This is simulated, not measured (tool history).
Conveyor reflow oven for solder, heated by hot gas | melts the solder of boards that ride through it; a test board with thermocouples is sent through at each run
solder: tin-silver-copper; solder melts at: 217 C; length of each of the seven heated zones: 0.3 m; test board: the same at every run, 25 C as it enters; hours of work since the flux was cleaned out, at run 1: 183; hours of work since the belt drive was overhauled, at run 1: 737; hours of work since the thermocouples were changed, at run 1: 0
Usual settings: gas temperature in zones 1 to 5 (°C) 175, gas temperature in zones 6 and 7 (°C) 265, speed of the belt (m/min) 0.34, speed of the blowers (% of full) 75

run   hour  gas temperature in zones 1 to 5 (°C)  gas temperature in zones 6 and 7 (°C)  speed of the belt (m/min)  speed of the blowers (% of full)  hours of work since the flux was cleaned out  hours of work since the belt drive was overhauled  hours of work since the thermocouples were changed  highest temperature of the board (°C)  time above the solder's melting point (s)
  1      0                                   175                                    265                       0.34                                75                                           183                                                737                                                   0                                    256                                       87.8
  2   14.6                                   175                                    265                       0.34                                75                                           192                                                747                                                   9                                    256                                       87.9
      22.3  -- flux residue cleaned out of gas plates and filters
  3   33.5                                   175                                    265                       0.34                                75                                             7                                                756                                                  18                                  256.5                                       88.3
  4   59.3                                   175                                    265                       0.34                                75                                            24                                                773                                                  35                                  256.6                                       88.2
  5   83.6                                   175                                    265                       0.34                                75                                            40                                                788                                                  51                                  256.6                                       88.6
  6  103.6                                   175                                    265                      0.281                                75                                            53                                                801                                                  64                                  259.8                                      112.2
  7  130.1                                   175                                    265                      0.281                                75                                            70                                                819                                                  81                                  259.9                                      111.7
  8  145.9                                   175                                    265                       0.34                                88                                            80                                                829                                                  91                                  258.2                                       90.4
  9  165.5                                   175                                    279                       0.34                                75                                            93                                                841                                                 104                                    270                                       96.9
 10  182.8                                   175                                    279                       0.34                                75                                           104                                                853                                                 115                                  269.6                                       97.3
 11  206.6                                   175                                    279                       0.34                                75                                           120                                                868                                                 131                                  269.8                                       97.3
 12  224.1                                   175                                    279                       0.34                                75                                           131                                                880                                                 142                                  269.8                                       97.1
 13  238.2                                   175                                    265                       0.34                                52                                           140                                                889                                                 151                                  252.4                                       83.5
 14    262                                   175                                    265                       0.34                                75                                           155                                                904                                                 167                                  256.6                                       88.2
 15  283.4                                   175                                    265                       0.34                                75                                           169                                                918                                                 181                                  256.7                                       88.5
 16  295.8                                   175                                    265                       0.34                                75                                           177                                                926                                                 189                                  256.4                                       88.6
 17  307.8                                   175                                    265                       0.34                                75                                           185                                                934                                                 196                                  256.6                                       88.5
     327.5  -- flux residue cleaned out of gas plates and filters
 18    339                                   166                                    265                       0.34                                62                                             7                                                951                                                 213                                  253.9                                       81.2
 19  362.7                                   166                                    265                       0.34                                62                                            23                                                966                                                 229                                    254                                         82
 20  386.2                                   165                                    262                       0.27                                59                                            38                                                981                                                 244                                  255.7                                      107.8
 21  405.9                                   165                                    262                       0.27                                59                                            51                                                994                                                 257                                  255.5                                      107.6
 22  433.3                                   165                                    262                       0.27                                59                                            69                                               1012                                                 275                                  255.7                                      107.8

Forecast run 23:
 23  455.4                                   165                                    262                       0.27                                59                                            83                                               1026                                                 289                                      ?                                          ?

Run 23 gave highest temperature of the board (°C) 255.7, time above the solder's melting point (s) 107.8.
Without the tool's hidden state the same run would have given highest temperature of the board (°C) 254.8, time above the solder's melting point (s) 103.7.

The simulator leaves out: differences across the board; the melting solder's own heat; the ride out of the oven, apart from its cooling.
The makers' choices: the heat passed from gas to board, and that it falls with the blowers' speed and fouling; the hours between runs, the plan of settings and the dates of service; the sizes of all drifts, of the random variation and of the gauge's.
